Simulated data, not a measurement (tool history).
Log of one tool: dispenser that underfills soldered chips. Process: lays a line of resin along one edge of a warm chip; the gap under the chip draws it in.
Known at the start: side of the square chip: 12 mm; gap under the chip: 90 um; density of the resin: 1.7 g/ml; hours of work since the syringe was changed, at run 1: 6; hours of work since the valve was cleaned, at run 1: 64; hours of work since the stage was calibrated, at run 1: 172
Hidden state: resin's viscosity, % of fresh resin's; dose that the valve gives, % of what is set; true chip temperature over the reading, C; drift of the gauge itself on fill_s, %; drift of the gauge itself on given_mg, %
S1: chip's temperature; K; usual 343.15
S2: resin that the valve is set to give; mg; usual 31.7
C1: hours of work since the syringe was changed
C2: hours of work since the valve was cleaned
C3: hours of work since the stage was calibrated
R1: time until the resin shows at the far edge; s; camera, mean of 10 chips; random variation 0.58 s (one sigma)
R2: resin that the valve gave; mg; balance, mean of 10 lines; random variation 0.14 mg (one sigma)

| run | hour | S1 | S2 | C1 | C2 | C3 | R1 | R2 |
|---|---|---|---|---|---|---|---|---|
| 1 | 0.0 | 343.15 | 31.7 | 6 | 64 | 172 | 67.2 | 30.37 |
| 2 | 5.6 | 343.15 | 31.7 | 9 | 68 | 176 | 83.2 | 30.17 |
|  | 7.6 | new syringe of resin |
| 3 | 12.3 | 343.15 | 28.7 | 3 | 72 | 180 | 58.3 | 27.47 |
| 4 | 16.1 | 333.15 | 31.7 | 5 | 74 | 183 | 107.9 | 30.14 |
| 5 | 20.3 | 343.15 | 31.7 | 8 | 77 | 185 | 79.9 | 30.07 |
|  | 24.2 | new syringe of resin |
| 6 | 25.9 | 343.15 | 33.9 | 1 | 81 | 189 | 49.7 | 32.17 |
| 7 | 31.7 | 343.15 | 33.9 | 5 | 84 | 192 | 63.0 | 32.08 |
| 8 | 34.8 | 343.15 | 33.9 | 7 | 86 | 194 | 70.4 | 32.10 |
|  | 40.5 | new syringe of resin |
| 9 | 42.1 | 333.15 | 31.7 | 1 | 91 | 199 | 78.5 | 29.82 |
| 10 | 48.9 | 333.15 | 31.7 | 5 | 95 | 203 | 105.3 | 29.93 |
| 11 | 52.2 | 333.15 | 31.7 | 8 | 97 | 206 | 119.6 | 29.81 |
|  | 56.8 | new syringe of resin |
| 12 | 57.4 | 333.15 | 31.7 | 0 | 101 | 209 | 76.2 | 29.72 |
| 13 | 63.6 | 333.15 | 31.7 | 4 | 105 | 213 | 96.5 | 29.56 |
| 14 | 70.5 | 343.15 | 31.0 | 9 | 109 | 217 | 80.8 | 28.91 |
|  | 73.2 | new syringe of resin |
| 15 | 75.5 | 346.15 | 31.7 | 1 | 112 | 220 | 45.0 | 29.38 |
| 16 | 80.5 | 343.15 | 31.7 | 5 | 115 | 223 | 62.4 | 29.54 |
| 17 | 85.6 | 343.15 | 31.7 | 8 | 119 | 227 | 78.2 | 29.40 |
|  | 89.3 | new syringe of resin |
| 18 | 89.6 | 357.15 | 35.2 | 0 | 121 | 229 | 24.7 | 32.37 |
| 19 | 96.4 | 339.15 | 39.6 | 5 | 125 | 233 | 70.5 | 36.71 |
| 20 | 103.2 | 343.15 | 28.7 | 9 | 130 | 238 | 84.1 | 26.35 |
|  | 105.7 | new syringe of resin |
| 21 | 107.0 | 343.15 | 38.9 | 1 | 132 | 240 | 48.2 | 35.75 |
| 22 | 111.1 | 355.15 | 34.8 | 4 | 135 | 243 | 32.2 | 32.12 |
|  | 114.8 | dispensing valve cleaned and set on the balance |
| 23 | 117.4 | 354.15 | 31.7 | 7 | 2 | 246 | 44.2 | 31.59 |
|  | 123.1 | new syringe of resin |
| 24 | 124.0 | 354.15 | 31.7 | 1 | 6 | 250 | 28.9 | 31.58 |
| 25 | 129.3 | 345.15 | 31.7 | 4 | 9 | 254 | 53.1 | 31.46 |
| 26 | 134.0 | 345.15 | 31.7 | 7 | 12 | 257 | 64.3 | 31.51 |
| 27 | 137.9 | 345.15 | 31.7 | 10 | 15 | 259 | 75.7 | 31.37 |
|  | 139.6 | new syringe of resin |
| 28 | 142.2 | 345.15 | 31.7 | 2 | 17 | 262 | 46.3 | 31.28 |
| 29 | 146.9 | 350.15 | 33.3 | 5 | 20 | 265 | 44.0 | 32.77 |
| 30 | 150.3 | 350.15 | 33.3 | 7 | 22 | 267 | 50.4 | 32.62 |
|  | 155.8 | new syringe of resin |
| 31 | 156.6 | 331.15 | 34.2 | 1 | 26 | 271 | 79.3 | 33.59 |
| 32 | 163.1 | 337.15 | 31.7 | 5 | 31 | 275 | 79.3 | 31.07 |
| 33 | 166.4 | 340.15 | 31.7 | 7 | 33 | 277 | 80.2 | 30.99 |

How the hidden state differs across the entries between the runs, from the last listed run before each to the first after it:
Between runs 2 and 3: new syringe of resin (hour 7.6)
  resin's viscosity, % of fresh resin's: 177.8 -> 121.9; dose that the valve gives, % of what is set: 95.77 -> 95.51; true chip temperature over the reading, C: 1.57 -> 1.61
  measured less the result without the state, R1: +33.2 -> +7.6 s; R2: -1.34 -> -1.29 mg
Between runs 5 and 6: new syringe of resin (hour 24.2)
  resin's viscosity, % of fresh resin's: 168.4 -> 106.6; dose that the valve gives, % of what is set: 95.17 -> 94.94; true chip temperature over the reading, C: 1.65 -> 1.67
  measured less the result without the state, R1: +29.2 -> -0.2 s; R2: -1.53 -> -1.71 mg
Between runs 8 and 9: new syringe of resin (hour 40.5)
  resin's viscosity, % of fresh resin's: 152.9 -> 106.5; dose that the valve gives, % of what is set: 94.61 -> 94.3; true chip temperature over the reading, C: 1.71 -> 1.75
  measured less the result without the state, R1: +21.1 -> -0.7 s; R2: -1.83 -> -1.80 mg
Between runs 11 and 12: new syringe of resin (hour 56.8)
  resin's viscosity, % of fresh resin's: 160.2 -> 101.5; dose that the valve gives, % of what is set: 93.9 -> 93.72; true chip temperature over the reading, C: 1.8 -> 1.83
  measured less the result without the state, R1: +39.2 -> -4.7 s; R2: -1.93 -> -1.99 mg
Between runs 14 and 15: new syringe of resin (hour 73.2)
  resin's viscosity, % of fresh resin's: 172.5 -> 110.9; dose that the valve gives, % of what is set: 93.16 -> 92.96; true chip temperature over the reading, C: 1.9 -> 1.92
  measured less the result without the state, R1: +30.6 -> +1.5 s; R2: -2.13 -> -2.23 mg
Between runs 17 and 18: new syringe of resin (hour 89.3)
  resin's viscosity, % of fresh resin's: 166.8 -> 100.4; dose that the valve gives, % of what is set: 92.53 -> 92.39; true chip temperature over the reading, C: 1.97 -> 1.98
  measured less the result without the state, R1: +27.8 -> -1.8 s; R2: -2.37 -> -2.67 mg
Between runs 20 and 21: new syringe of resin (hour 105.7)
  resin's viscosity, % of fresh resin's: 174.2 -> 106; dose that the valve gives, % of what is set: 91.83 -> 91.68; true chip temperature over the reading, C: 2.05 -> 2.07
  measured less the result without the state, R1: +32.5 -> -1.4 s; R2: -2.34 -> -3.25 mg
Between runs 22 and 23: dispensing valve cleaned and set on the balance (hour 114.8)
  resin's viscosity, % of fresh resin's: 125.2 -> 154.8; dose that the valve gives, % of what is set: 91.51 -> 99.74; true chip temperature over the reading, C: 2.09 -> 2.11
  measured less the result without the state, R1: +4.6 -> +12.8 s; R2: -2.96 -> -0.08 mg
Between runs 23 and 24: new syringe of resin (hour 123.1)
  resin's viscosity, % of fresh resin's: 154.8 -> 102.4; dose that the valve gives, % of what is set: 99.74 -> 99.46; true chip temperature over the reading, C: 2.11 -> 2.14
  measured less the result without the state, R1: +12.8 -> -2.0 s; R2: -0.08 -> -0.17 mg
Between runs 27 and 28: new syringe of resin (hour 139.6)
  resin's viscosity, % of fresh resin's: 180.1 -> 111.6; dose that the valve gives, % of what is set: 98.86 -> 98.69; true chip temperature over the reading, C: 2.22 -> 2.24
  measured less the result without the state, R1: +29.3 -> +0.6 s; R2: -0.37 -> -0.41 mg
Between runs 30 and 31: new syringe of resin (hour 155.8)
  resin's viscosity, % of fresh resin's: 154.7 -> 102.7; dose that the valve gives, % of what is set: 98.36 -> 98.09; true chip temperature over the reading, C: 2.28 -> 2.3
  measured less the result without the state, R1: +14.5 -> -7.0 s; R2: -0.54 -> -0.65 mg
